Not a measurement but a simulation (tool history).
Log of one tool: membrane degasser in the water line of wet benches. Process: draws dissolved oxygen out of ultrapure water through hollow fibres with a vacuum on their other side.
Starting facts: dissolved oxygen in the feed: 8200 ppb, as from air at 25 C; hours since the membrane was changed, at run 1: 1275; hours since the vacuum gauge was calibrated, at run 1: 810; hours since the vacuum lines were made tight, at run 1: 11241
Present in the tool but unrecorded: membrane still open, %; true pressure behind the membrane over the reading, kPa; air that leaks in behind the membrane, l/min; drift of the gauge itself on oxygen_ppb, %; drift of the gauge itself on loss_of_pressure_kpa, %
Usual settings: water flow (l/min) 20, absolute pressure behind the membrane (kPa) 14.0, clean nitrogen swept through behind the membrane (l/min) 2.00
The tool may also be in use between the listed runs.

run	day	water flow (l/min)	absolute pressure behind the membrane (kPa)	clean nitrogen swept through behind the membrane (l/min)	hours since the membrane was changed	hours since the vacuum gauge was calibrated	hours since the vacuum lines were made tight	dissolved oxygen in the water behind the degasser (ppb)	pressure that the water loses in the fibres (kPa)
1	0.000	20	14.0	2.00	1275	810	11241	257.8	57.08
2	1.800	15	14.0	2.00	1318	854	11284	197.8	42.83
3	3.925	15	14.0	2.00	1369	905	11336	197.7	42.84
4	6.192	15	14.0	2.00	1424	959	11390	198.1	42.93
5	7.225	15	14.0	2.00	1449	984	11415	197.7	42.85
6	9.438	20	14.0	2.00	1502	1037	11468	257.8	57.21
7	11.246	20	14.0	2.54	1545	1080	11511	207.5	57.36
8	12.379	29	20.6	2.00	1572	1107	11538	568.0	82.79
9	13.433	20	14.0	2.00	1598	1133	11564	258.6	56.94
10	15.196	15	27.3	2.44	1640	1175	11606	357.3	42.84
11	17.212	24	19.5	1.34	1688	1223	11654	631.1	68.31
12	18.721	28	14.0	2.00	1724	1260	11691	354.4	79.97

Forecast each of these 4 alternatives for the next run:
A	20.325	14	16.7	1.37	1763	1298	11729	?	?
B	20.325	17	19.1	1.00	1763	1298	11729	?	?
C	20.325	23	14.0	0.91	1763	1298	11729	?	?
D	20.325	27	14.0	1.47	1763	1298	11729	?	?

run	dissolved oxygen in the water behind the degasser (ppb)	pressure that the water loses in the fibres (kPa)
A	325.5	39.93
B	590.4	48.93
C	569.6	65.84
D	443.8	77.41
With the hidden condition removed and each run's random variation left untouched, the same runs would have given:
run	dissolved oxygen in the water behind the degasser (ppb)	pressure that the water loses in the fibres (kPa)
A	315.5	39.64
B	578.3	48.58
C	562.8	65.37
D	437.5	76.85

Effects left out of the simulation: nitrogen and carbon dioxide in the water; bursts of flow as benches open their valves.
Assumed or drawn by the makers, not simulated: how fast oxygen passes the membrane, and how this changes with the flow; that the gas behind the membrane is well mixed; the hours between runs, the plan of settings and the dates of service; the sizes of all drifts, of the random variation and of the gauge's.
